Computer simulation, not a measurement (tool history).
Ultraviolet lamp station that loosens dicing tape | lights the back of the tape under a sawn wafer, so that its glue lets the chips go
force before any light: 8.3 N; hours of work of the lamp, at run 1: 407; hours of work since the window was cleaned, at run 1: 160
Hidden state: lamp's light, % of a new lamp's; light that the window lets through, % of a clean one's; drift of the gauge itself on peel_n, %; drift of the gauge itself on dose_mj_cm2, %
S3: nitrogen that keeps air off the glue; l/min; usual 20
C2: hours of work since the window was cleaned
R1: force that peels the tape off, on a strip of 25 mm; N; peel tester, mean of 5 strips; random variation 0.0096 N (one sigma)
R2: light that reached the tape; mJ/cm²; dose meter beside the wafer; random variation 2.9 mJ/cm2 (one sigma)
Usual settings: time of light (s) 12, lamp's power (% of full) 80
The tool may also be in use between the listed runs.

{"run": 1, "hour": 0.0, "time of light (s)": 12, "lamp's power (% of full)": 80, "S3": 20, "hours of work of the lamp": 407, "C2": 160, "R1": 0.591, "R2": 377}
{"run": 2, "hour": 43.9, "time of light (s)": 12, "lamp's power (% of full)": 80, "S3": 20, "hours of work of the lamp": 435, "C2": 188, "R1": 0.58, "R2": 372}
{"run": 3, "hour": 88.3, "time of light (s)": 12, "lamp's power (% of full)": 80, "S3": 20, "hours of work of the lamp": 464, "C2": 216, "R1": 0.634, "R2": 366}
{"run": 4, "hour": 153.9, "time of light (s)": 12, "lamp's power (% of full)": 80, "S3": 20, "hours of work of the lamp": 505, "C2": 258, "R1": 0.667, "R2": 353}
{"hour": 207.2, "done": "window cleaned of glue's vapour"}
{"run": 5, "hour": 215.2, "time of light (s)": 12, "lamp's power (% of full)": 80, "S3": 20, "hours of work of the lamp": 544, "C2": 5, "R1": 0.705, "R2": 345}
{"run": 6, "hour": 250.2, "time of light (s)": 12, "lamp's power (% of full)": 80, "S3": 20, "hours of work of the lamp": 566, "C2": 27, "R1": 0.753, "R2": 340}
{"run": 7, "hour": 294.8, "time of light (s)": 12, "lamp's power (% of full)": 80, "S3": 20, "hours of work of the lamp": 594, "C2": 56, "R1": 0.758, "R2": 336}
{"hour": 315.6, "done": "window cleaned of glue's vapour, once more"}
{"run": 8, "hour": 351.0, "time of light (s)": 12, "lamp's power (% of full)": 80, "S3": 20, "hours of work of the lamp": 630, "C2": 22, "R1": 0.589, "R2": 376}
{"run": 9, "hour": 384.9, "time of light (s)": 12, "lamp's power (% of full)": 80, "S3": 20, "hours of work of the lamp": 651, "C2": 44, "R1": 0.583, "R2": 374}
{"run": 10, "hour": 431.4, "time of light (s)": 12, "lamp's power (% of full)": 80, "S3": 20, "hours of work of the lamp": 681, "C2": 73, "R1": 0.629, "R2": 365}
{"run": 11, "hour": 471.3, "time of light (s)": 12, "lamp's power (% of full)": 80, "S3": 19, "hours of work of the lamp": 706, "C2": 99, "R1": 0.671, "R2": 359}
{"run": 12, "hour": 514.2, "time of light (s)": 12, "lamp's power (% of full)": 80, "S3": 19, "hours of work of the lamp": 733, "C2": 126, "R1": 0.703, "R2": 359}
{"run": 13, "hour": 563.0, "time of light (s)": 12, "lamp's power (% of full)": 80, "S3": 19, "hours of work of the lamp": 764, "C2": 157, "R1": 0.702, "R2": 353}
{"run": 14, "hour": 612.9, "time of light (s)": 12, "lamp's power (% of full)": 80, "S3": 12, "hours of work of the lamp": 796, "C2": 189, "R1": 1.062, "R2": 342}
{"run": 15, "hour": 644.5, "time of light (s)": 12, "lamp's power (% of full)": 76, "S3": 20, "hours of work of the lamp": 816, "C2": 209, "R1": 0.851, "R2": 320}
{"run": 16, "hour": 674.3, "time of light (s)": 10, "lamp's power (% of full)": 80, "S3": 28, "hours of work of the lamp": 835, "C2": 228, "R1": 0.914, "R2": 275}
{"run": 17, "hour": 702.5, "time of light (s)": 10, "lamp's power (% of full)": 80, "S3": 29, "hours of work of the lamp": 852, "C2": 245, "R1": 0.91, "R2": 277}
{"run": 18, "hour": 735.2, "time of light (s)": 15, "lamp's power (% of full)": 80, "S3": 22, "hours of work of the lamp": 873, "C2": 266, "R1": 0.42, "R2": 412}
{"hour": 773.5, "done": "window cleaned of glue's vapour"}
{"run": 19, "hour": 787.2, "time of light (s)": 14, "lamp's power (% of full)": 61, "S3": 12, "hours of work of the lamp": 906, "C2": 9, "R1": 1.257, "R2": 316}
{"run": 20, "hour": 824.2, "time of light (s)": 14, "lamp's power (% of full)": 88, "S3": 7, "hours of work of the lamp": 929, "C2": 32, "R1": 0.945, "R2": 452}
{"run": 21, "hour": 853.2, "time of light (s)": 17, "lamp's power (% of full)": 80, "S3": 9, "hours of work of the lamp": 948, "C2": 51, "R1": 0.614, "R2": 492}
{"run": 22, "hour": 889.2, "time of light (s)": 13, "lamp's power (% of full)": 80, "S3": 30, "hours of work of the lamp": 971, "C2": 73, "R1": 0.442, "R2": 371}
{"run": 23, "hour": 947.5, "time of light (s)": 18, "lamp's power (% of full)": 86, "S3": 19, "hours of work of the lamp": 1008, "C2": 110, "R1": 0.225, "R2": 543}
{"run": 24, "hour": 990.9, "time of light (s)": 10, "lamp's power (% of full)": 99, "S3": 10, "hours of work of the lamp": 1035, "C2": 138, "R1": 1.245, "R2": 346}
{"run": 25, "hour": 1037.3, "time of light (s)": 10, "lamp's power (% of full)": 99, "S3": 10, "hours of work of the lamp": 1065, "C2": 167, "R1": 1.257, "R2": 337}
{"run": 26, "hour": 1087.6, "time of light (s)": 11, "lamp's power (% of full)": 91, "S3": 20, "hours of work of the lamp": 1096, "C2": 199, "R1": 0.745, "R2": 333}
{"run": 27, "hour": 1120.4, "time of light (s)": 6, "lamp's power (% of full)": 61, "S3": 20, "hours of work of the lamp": 1117, "C2": 220, "R1": 3.284, "R2": 123}

4 ways to go on from here, each from the tool as it stands after run 27. What would each give?
{"run": "A", "hour": 1160.6, "time of light (s)": 12, "lamp's power (% of full)": 84, "S3": 34, "hours of work of the lamp": 1143, "C2": 246, "R1": "?", "R2": "?"}
{"run": "B", "hour": 1160.6, "time of light (s)": 6, "lamp's power (% of full)": 87, "S3": 12, "hours of work of the lamp": 1143, "C2": 246, "R1": "?", "R2": "?"}
{"run": "C", "hour": 1160.6, "time of light (s)": 10, "lamp's power (% of full)": 62, "S3": 23, "hours of work of the lamp": 1143, "C2": 246, "R1": "?", "R2": "?"}
{"run": "D", "hour": 1160.6, "time of light (s)": 24, "lamp's power (% of full)": 61, "S3": 34, "hours of work of the lamp": 1143, "C2": 246, "R1": "?", "R2": "?"}

run=A R1=0.531 R2=333
run=B R1=3.003 R2=171
run=C R1=1.786 R2=200
run=D R1=0.183 R2=475
Without the tool's hidden state the same runs would have given:
run=A R1=0.224 R2=456
run=B R1=2.06 R2=234
run=C R1=1.031 R2=275
run=D R1=0.081 R2=652
